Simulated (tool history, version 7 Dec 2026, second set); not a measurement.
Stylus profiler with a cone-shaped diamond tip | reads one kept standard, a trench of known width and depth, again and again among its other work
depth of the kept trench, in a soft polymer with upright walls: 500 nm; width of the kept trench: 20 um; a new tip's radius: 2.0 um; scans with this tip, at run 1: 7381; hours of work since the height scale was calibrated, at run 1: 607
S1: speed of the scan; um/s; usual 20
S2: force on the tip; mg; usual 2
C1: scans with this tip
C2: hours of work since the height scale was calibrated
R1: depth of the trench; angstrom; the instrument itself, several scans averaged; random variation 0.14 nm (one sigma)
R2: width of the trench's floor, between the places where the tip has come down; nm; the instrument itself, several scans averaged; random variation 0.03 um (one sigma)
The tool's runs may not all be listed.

| run | hour | S1 | S2 | C1 | C2 | R1 | R2 |
|---|---|---|---|---|---|---|---|
| 1 | 0 | 20 | 2 | 7381 | 607 | 5031.2 | 16660 |
| 2 | 19.2 | 20 | 2 | 7493 | 616 | 5030.9 | 16600 |
| 3 | 51 | 20 | 0.72 | 7679 | 632 | 5010.1 | 16540 |
| 4 | 88.9 | 20 | 0.72 | 7900 | 650 | 5007.7 | 16580 |
| 5 | 114.8 | 20 | 0.72 | 8051 | 662 | 5007.8 | 16480 |
| 6 | 144.3 | 20 | 0.72 | 8223 | 676 | 5008.2 | 16550 |
| 7 | 169.2 | 20 | 2 | 8369 | 688 | 5029.7 | 16580 |
| 8 | 194.4 | 20 | 2 | 8516 | 700 | 5030.4 | 16550 |
| 9 | 216.8 | 20 | 4.82 | 8646 | 711 | 5066.6 | 16570 |
| 10 | 260.1 | 20 | 4.82 | 8899 | 732 | 5066.5 | 16570 |
| 11 | 296.8 | 20 | 5.41 | 9113 | 749 | 5076.1 | 16560 |
| 12 | 320.3 | 20 | 1.21 | 9250 | 761 | 5016.4 | 16460 |
| 13 | 355.1 | 20 | 1.21 | 9453 | 777 | 5016.6 | 16490 |
| 14 | 376.1 | 53 | 0.99 | 9576 | 788 | 5012.7 | 16190 |
| 15 | 397.1 | 53 | 0.99 | 9698 | 798 | 5011.5 | 16110 |
| 16 | 436.9 | 53 | 1.6 | 9931 | 817 | 5023.7 | 16230 |
| 17 | 459.6 | 33 | 4.23 | 10063 | 828 | 5057.2 | 16480 |
| 18 | 500 | 33 | 4.23 | 10298 | 847 | 5058.6 | 16430 |
| 19 | 539.6 | 9 | 0.85 | 10530 | 866 | 5007.5 | 16460 |
| 20 | 569.1 | 9 | 0.85 | 10702 | 880 | 5006.3 | 16430 |
| 21 | 606.9 | 7 | 1.8 | 10923 | 898 | 5023.8 | 16450 |
| 22 | 632.2 | 43 | 1.72 | 11070 | 910 | 5021.3 | 16260 |
| 23 | 665.3 | 8 | 3.12 | 11263 | 926 | 5041.7 | 16420 |
| 24 | 683.5 | 8 | 3.12 | 11369 | 935 | 5041 | 16440 |
| 25 | 719.6 | 8 | 3.12 | 11580 | 952 | 5041.5 | 16400 |
| 26 | 760.6 | 8 | 3.12 | 11819 | 972 | 5037.9 | 16380 |

Forecast each of these 3 alternatives for the next run:
| A | 801.7 | 8 | 2.06 | 12059 | 992 | ? | ? |
| B | 801.7 | 20 | 2.33 | 12059 | 992 | ? | ? |
| C | 801.7 | 16 | 5.65 | 12059 | 992 | ? | ? |

| run | R1 | R2 |
|---|---|---|
| A | 5025.3 | 16440 |
| B | 5026.9 | 16350 |
| C | 5072.4 | 16420 |
Without the tool's hidden state the same runs would have given:
| run | R1 | R2 |
|---|---|---|
| A | 5048.2 | 17360 |
| B | 5049.8 | 17260 |
| C | 5095.5 | 17330 |
